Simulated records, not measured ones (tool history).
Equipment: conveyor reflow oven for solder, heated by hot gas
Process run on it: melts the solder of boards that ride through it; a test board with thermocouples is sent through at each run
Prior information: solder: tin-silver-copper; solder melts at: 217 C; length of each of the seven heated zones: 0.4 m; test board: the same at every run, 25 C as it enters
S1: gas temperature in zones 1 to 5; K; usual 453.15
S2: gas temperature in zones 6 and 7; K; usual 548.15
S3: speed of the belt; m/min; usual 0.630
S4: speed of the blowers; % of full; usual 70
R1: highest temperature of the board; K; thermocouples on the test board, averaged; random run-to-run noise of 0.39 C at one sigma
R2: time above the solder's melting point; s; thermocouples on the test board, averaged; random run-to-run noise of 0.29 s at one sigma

run 1 hour=0.0 | S1=453.15 S2=548.15 S3=0.630 S4=70 | R1=535.95 R2=65.9
run 2 hour=31.4 | S1=453.15 S2=548.15 S3=0.630 S4=70 | R1=536.55 R2=65.7
run 3 hour=76.9 | S1=453.15 S2=548.15 S3=0.630 S4=70 | R1=536.35 R2=66.1
run 4 hour=104.3 | S1=453.15 S2=548.15 S3=0.630 S4=70 | R1=536.15 R2=65.8
run 5 hour=141.0 | S1=453.15 S2=548.15 S3=0.630 S4=70 | R1=536.25 R2=65.8
run 6 hour=165.6 | S1=453.15 S2=548.15 S3=0.630 S4=70 | R1=535.95 R2=65.6
run 7 hour=186.2 | S1=453.15 S2=548.15 S3=0.630 S4=70 | R1=535.15 R2=66.1
run 8 hour=220.1 | S1=453.15 S2=548.15 S3=0.630 S4=70 | R1=535.85 R2=65.4
run 9 hour=241.4 | S1=453.15 S2=548.15 S3=0.630 S4=70 | R1=535.55 R2=65.2
run 10 hour=268.4 | S1=453.15 S2=548.15 S3=0.630 S4=70 | R1=535.55 R2=65.6
run 11 hour=308.5 | S1=453.15 S2=543.15 S3=0.630 S4=70 | R1=530.95 R2=63.3
run 12 hour=329.0 | S1=453.15 S2=542.15 S3=0.510 S4=87 | R1=537.35 R2=84.0
run 13 hour=354.6 | S1=453.15 S2=545.15 S3=0.630 S4=52 | R1=528.65 R2=60.2
run 14 hour=378.6 | S1=453.15 S2=545.15 S3=0.630 S4=52 | R1=528.65 R2=60.4
run 15 hour=420.8 | S1=458.15 S2=536.15 S3=0.549 S4=52 | R1=525.95 R2=70.9
run 16 hour=463.1 | S1=450.15 S2=536.15 S3=0.549 S4=52 | R1=524.15 R2=66.4
run 17 hour=505.9 | S1=450.15 S2=561.15 S3=0.549 S4=52 | R1=547.05 R2=80.0
run 18 hour=550.0 | S1=453.15 S2=548.15 S3=0.563 S4=56 | R1=535.65 R2=73.5
run 19 hour=583.8 | S1=453.15 S2=548.15 S3=0.563 S4=56 | R1=535.05 R2=73.4

What will run 20 give?
run 20 hour=619.1 | S1=453.15 S2=551.15 S3=0.563 S4=51 | R1=? R2=?

{"run 20": {"R1": 536.35, "R2": 74.3}}
The same run, on a tool lacking any hidden state, would have yielded R1 535.65 K, R2 74.1 s.

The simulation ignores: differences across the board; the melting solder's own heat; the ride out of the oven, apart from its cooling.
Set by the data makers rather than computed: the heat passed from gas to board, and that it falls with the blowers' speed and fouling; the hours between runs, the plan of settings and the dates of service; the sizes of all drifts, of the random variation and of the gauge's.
